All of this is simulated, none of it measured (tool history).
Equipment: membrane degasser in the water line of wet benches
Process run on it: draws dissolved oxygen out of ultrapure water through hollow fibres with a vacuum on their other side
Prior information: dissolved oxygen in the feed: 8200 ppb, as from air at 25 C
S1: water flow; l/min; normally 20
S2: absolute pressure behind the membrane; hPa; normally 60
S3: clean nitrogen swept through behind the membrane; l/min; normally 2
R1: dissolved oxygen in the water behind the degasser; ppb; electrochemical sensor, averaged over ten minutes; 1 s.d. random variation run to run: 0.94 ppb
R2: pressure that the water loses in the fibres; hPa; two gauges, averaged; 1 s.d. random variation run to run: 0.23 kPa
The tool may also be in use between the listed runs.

run,day,S1,S2,S3,R1,R2
1,0,20,60,2,95.2,574.9
2,3.512,13,60,2,51.5,375.4
3,5.467,13,60,2,52.5,370.2
4,8.133,15,60,2,61.2,427.3
5,11.767,15,60,2,63.2,430
6,13.754,20,60,2,96.8,575.7
# day 16.379: vacuum gauge calibrated
7,18.042,20,60,2,92.1,573.1
8,20.871,20,60,2,90.8,576.5
9,23.438,20,60,2,91.9,578.8
10,25.683,20,60,2,91.6,573.6
11,30.475,20,60,2,92.3,576.1
12,34.958,20,60,2,91.9,571.6
# day 38.092: seals of the vacuum lines changed
13,38.542,17,60,1.2,103.1,490
14,41.446,20,118.9,5.22,104.1,576
15,45.625,30,60,2.78,172.7,862.2
16,47.688,16,60,2,64.1,458.4
17,50.475,20,45.3,1.58,64.4,574.8
18,54.942,14,42.9,0.87,45.4,409.6
19,58.108,19,126.9,0.87,460.2,544.8

5 options for the next run, each taken on its own from the tool as it stands now. Forecast them:
A,60.383,29,55.9,2,?,?
B,60.383,20,51.2,2,?,?
C,60.383,20,60,1.06,?,?
D,60.383,12,45.6,1.62,?,?
E,60.383,20,79.4,2,?,?

run,R1,R2
A,169.9,834.3
B,71.1,576.6
C,144.4,575.2
D,27.6,346.7
E,135.3,578.7
What these runs would have given with no unlogged condition in the tool:
run,R1,R2
A,163.9,824.5
B,68.4,569.8
C,140.9,568.4
D,26.6,342.7
E,132.6,571.9
